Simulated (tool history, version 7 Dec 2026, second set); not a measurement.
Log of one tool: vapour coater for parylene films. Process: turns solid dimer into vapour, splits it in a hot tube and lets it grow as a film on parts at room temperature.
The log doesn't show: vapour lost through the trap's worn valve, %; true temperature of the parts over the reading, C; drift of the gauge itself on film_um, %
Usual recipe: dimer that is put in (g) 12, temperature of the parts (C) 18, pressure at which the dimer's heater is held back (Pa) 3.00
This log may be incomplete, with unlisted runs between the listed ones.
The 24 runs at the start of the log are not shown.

run,hour,dimer that is put in (g),temperature of the parts (C),pressure at which the dimer's heater is held back (Pa),hours of work since the trap's valve was overhauled,hours of work since the table's thermometer was calibrated,thickness of the film (µm)
25,1101.5,6,18,3.00,471,945,1.42
26,1156.5,10,18,2.19,515,989,2.53
27,1187.4,11,23,3.00,540,1013,2.20
# hour 1202.3: trap's valve overhauled
28,1228.8,11,23,3.00,21,1043,2.20
29,1287.1,11,23,10.70,68,1090,1.68
30,1317.3,9,14,3.00,92,1114,2.37
31,1356.7,12,26,3.00,123,1145,2.22
32,1403.2,15,14,7.06,160,1182,3.34
33,1462.7,8,20,3.00,208,1230,1.75
34,1504.2,11,23,5.22,241,1263,2.00
35,1535.2,19,23,3.58,266,1287,3.73
36,1585.6,19,23,6.90,306,1328,3.25
37,1643.6,19,23,6.90,352,1374,3.22
38,1685.3,10,24,8.02,385,1407,1.60
39,1717.6,10,24,4.27,411,1433,1.83
40,1779.0,10,14,4.27,460,1482,2.49
41,1817.2,12,10,9.61,490,1512,2.79
42,1850.3,6,13,3.04,517,1539,1.64
# hour 1893.7: trap's valve overhauled
43,1902.9,21,14,5.46,7,1578,4.96
44,1942.7,9,16,4.35,39,1609,2.08
45,1974.0,17,13,4.13,64,1634,4.38
46,2007.7,7,28,3.00,91,1661,1.26
47,2039.0,8,18,2.74,116,1686,1.93

Alternative continuations, all from the tool just after run 47; predict every row:
A,2073.4,7,18,3.00,143,1714,?
B,2073.4,18,11,2.74,143,1714,?
C,2073.4,8,18,6.53,143,1714,?

run,thickness of the film (µm)
A,1.68
B,5.39
C,1.61
Without the tool's unlogged condition, the same runs would have read:
run,thickness of the film (µm)
A,1.68
B,5.39
C,1.61
